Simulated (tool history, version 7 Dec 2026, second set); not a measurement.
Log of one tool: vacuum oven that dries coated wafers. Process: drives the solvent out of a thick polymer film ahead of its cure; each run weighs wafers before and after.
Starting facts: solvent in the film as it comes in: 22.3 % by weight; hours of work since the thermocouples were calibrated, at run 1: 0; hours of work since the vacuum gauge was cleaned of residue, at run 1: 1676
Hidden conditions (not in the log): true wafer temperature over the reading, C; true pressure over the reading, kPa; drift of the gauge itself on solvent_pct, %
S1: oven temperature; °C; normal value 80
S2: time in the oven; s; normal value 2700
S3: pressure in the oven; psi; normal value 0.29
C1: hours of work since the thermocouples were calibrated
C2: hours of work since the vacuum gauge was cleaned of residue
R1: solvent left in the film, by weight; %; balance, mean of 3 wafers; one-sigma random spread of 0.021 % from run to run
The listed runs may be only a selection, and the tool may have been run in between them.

run	hour	S1	S2	S3	C1	C2	R1
1	0	80	2700	0.29	0	1676	3.25
2	59.3	80	2700	0.29	33	1708	3.22
3	159.9	80	2700	0.29	88	1763	3.17
4	258.3	80	1680	0.29	142	1817	5.53
5	328.8	92	2700	0.29	180	1856	1.01
6	385.4	80	1560	0.29	211	1887	5.89
7	483.6	80	1560	0.29	265	1941	5.85
8	567	80	2700	0.29	311	1987	3.08
9	642.9	80	2700	0.29	353	2028	3.05
10	745.1	80	2700	0.29	409	2084	3.02
11	804.8	80	2700	0.29	442	2117	3.01
12	868.7	80	2700	0.29	477	2152	3.01
13	948.5	80	2700	0.29	520	2196	2.93
14	1031.7	80	2700	0.29	566	2242	2.95
15	1084.2	80	2700	0.29	595	2270	2.99
16	1186.4	80	2700	0.29	651	2327	2.94
# hour 1206.6: oven's thermocouples calibrated
17	1268.3	80	4200	0.29	34	2370	1.74
18	1368.1	80	4200	0.29	89	2425	1.76
19	1469.9	80	4200	0.29	144	2481	1.76
# hour 1521.6: oven's thermocouples calibrated, once more
20	1545.1	80	4200	0.29	13	2521	2.18
21	1593.4	80	4200	0.29	39	2548	2.16
22	1664.8	66	4200	0.29	79	2587	7.69
23	1754.2	66	4200	0.29	128	2636	7.65
24	1818.2	80	2160	0.29	163	2671	4.37
25	1925.5	80	3660	0.313	222	2730	2.51
26	2008.2	66	3000	0.29	267	2775	9.49
27	2113.1	92	1800	0.367	325	2833	1.68
28	2206.1	92	1800	0.367	376	2884	1.67
29	2273.6	85	2700	0.264	413	2921	1.82
30	2342	85	2700	0.264	450	2958	1.79
31	2386.4	66	4800	0.193	475	2983	5.99
32	2482.3	79	4800	0.358	527	3035	2.32
33	2539.6	65	2700	0.92	559	3067	13.2
34	2602.1	65	2700	0.92	593	3101	13.26
35	2692.8	65	2700	0.92	643	3151	13.21
# hour 2726.8: oven's thermocouples calibrated
# hour 2759.7: vacuum gauge cleaned of residue and calibrated
36	2769.2	94	1920	0.152	22	5	0.59
37	2856.2	94	1920	0.152	70	53	0.56
38	2946.2	75	4200	0.455	120	102	3.75
39	3021.6	83	4560	0.29	161	144	1.22
40	3114.7	83	4560	0.29	212	195	1.23
41	3223.3	73	2700	0.29	272	254	5.78
42	3298.8	93	3240	0.241	313	296	0.63
43	3371.9	75	1800	0.251	353	336	6.94
44	3477.2	94	2700	0.342	411	394	0.86
45	3581.1	86	1380	0.171	468	451	3.15
46	3629.8	86	1380	0.171	495	477	3.13
47	3709.4	80	2880	0.181	538	521	2.04
48	3796.3	80	2880	0.181	586	569	2.03

Some steps in R1 between neighbouring runs. How much of each would the tool show without its hidden state too (settings, what came in, random variation), and how much is left for the hidden state, with any gauge scatter that isn't in both results?
Run 19 -> 20: oven's thermocouples calibrated, once more. R1 +0.42 %: hidden state +0.43, all else -0.01.
Run 26 -> 27: S1 66 -> 92, S2 3000 -> 1800, S3 0.29 -> 0.367. R1 -7.81 %: hidden state -0.09, all else -7.72.
Run 32 -> 33: S1 79 -> 65, S2 4800 -> 2700, S3 0.358 -> 0.92. R1 +10.88 %: hidden state -0.35, all else +11.23.
Run 35 -> 36: S1 65 -> 94, S2 2700 -> 1920, S3 0.92 -> 0.152, oven's thermocouples calibrated, vacuum gauge cleaned of residue and calibrated. R1 -12.62 %: hidden state +0.09, all else -12.71.
Run 42 -> 43: S1 93 -> 75, S2 3240 -> 1800, S3 0.241 -> 0.251. R1 +6.31 %: hidden state -0.4, all else +6.71.
Run 43 -> 44: S1 75 -> 94, S2 1800 -> 2700, S3 0.251 -> 0.342. R1 -6.08 %: hidden state +0.39, all else -6.47.
